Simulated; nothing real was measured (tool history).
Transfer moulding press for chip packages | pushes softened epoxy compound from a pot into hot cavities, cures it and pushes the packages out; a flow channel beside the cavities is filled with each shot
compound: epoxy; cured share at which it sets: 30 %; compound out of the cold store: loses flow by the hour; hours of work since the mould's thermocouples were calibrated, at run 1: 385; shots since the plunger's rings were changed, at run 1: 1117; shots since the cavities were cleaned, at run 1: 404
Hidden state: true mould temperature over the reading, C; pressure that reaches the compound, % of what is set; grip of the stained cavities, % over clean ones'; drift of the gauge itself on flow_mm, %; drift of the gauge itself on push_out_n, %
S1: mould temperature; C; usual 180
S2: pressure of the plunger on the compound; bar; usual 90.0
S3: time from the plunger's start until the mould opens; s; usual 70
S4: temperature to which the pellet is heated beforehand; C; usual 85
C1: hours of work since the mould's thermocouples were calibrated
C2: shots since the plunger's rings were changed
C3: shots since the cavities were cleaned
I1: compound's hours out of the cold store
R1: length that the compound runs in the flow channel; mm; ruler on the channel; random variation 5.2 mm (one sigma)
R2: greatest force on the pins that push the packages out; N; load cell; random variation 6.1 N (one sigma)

run,day,S1,S2,S3,S4,C1,C2,C3,I1,R1,R2
1,0.000,180,90.0,70,85,385,1117,404,46.8,844,297
# day 0.308: cavities cleaned with cleaning compound and waxed
2,1.221,180,90.0,70,85,404,1542,335,17.6,884,372
# day 1.700: cavities cleaned with cleaning compound and waxed
3,2.000,180,90.0,70,85,415,1805,109,27.6,866,261
# day 2.200: mould's thermocouples calibrated
4,2.633,180,90.0,70,85,7,2008,312,34.2,855,310
# day 3.158: cavities cleaned with cleaning compound and waxed
5,3.971,180,90.0,70,85,28,2476,300,10.5,886,320
# day 4.538: cavities cleaned with cleaning compound and waxed
6,4.962,180,90.0,70,85,43,2817,157,8.7,890,289
# day 5.175: cavities cleaned with cleaning compound and waxed, once more
7,5.921,180,90.0,70,85,57,3146,274,23.7,859,316
# day 6.546: cavities cleaned with cleaning compound and waxed
8,7.167,180,90.0,70,87,76,3580,227,25.8,830,309
# day 7.983: cavities cleaned with cleaning compound and waxed
9,8.450,180,90.0,67,76,96,4029,171,28.4,830,310
# day 9.358: cavities cleaned with cleaning compound and waxed
# day 9.575: plunger's sealing rings changed
10,9.825,180,90.0,67,76,116,92,134,15.8,928,311
# day 10.846: cavities cleaned with cleaning compound and waxed
11,10.846,180,90.0,67,76,131,444,0,30.0,886,255
12,11.496,180,90.0,67,76,142,682,238,42.0,856,315
# day 12.283: cavities cleaned with cleaning compound and waxed
13,12.708,180,90.0,96,76,160,1104,156,40.5,858,215
14,13.262,180,90.0,96,76,169,1307,359,34.4,866,247
# day 13.746: cavities cleaned with cleaning compound and waxed
15,14.546,180,90.0,96,76,189,1757,295,21.1,883,237
# day 15.146: cavities cleaned with cleaning compound and waxed
16,15.708,174,94.8,92,93,207,2161,208,11.2,944,251

3 ways to go on from here, each from the tool as it stands after run 16. What would each give?
A,16.262,174,94.8,109,93,216,2363,410,41.6,?,?
B,16.262,185,75.3,92,93,216,2363,410,23.5,?,?
C,16.262,180,90.0,52,90,216,2363,410,42.6,?,?

run,R1,R2
A,872,244
B,766,243
C,817,624
Without the tool's hidden state the same runs would have given:
run,R1,R2
A,918,171
B,806,171
C,860,463
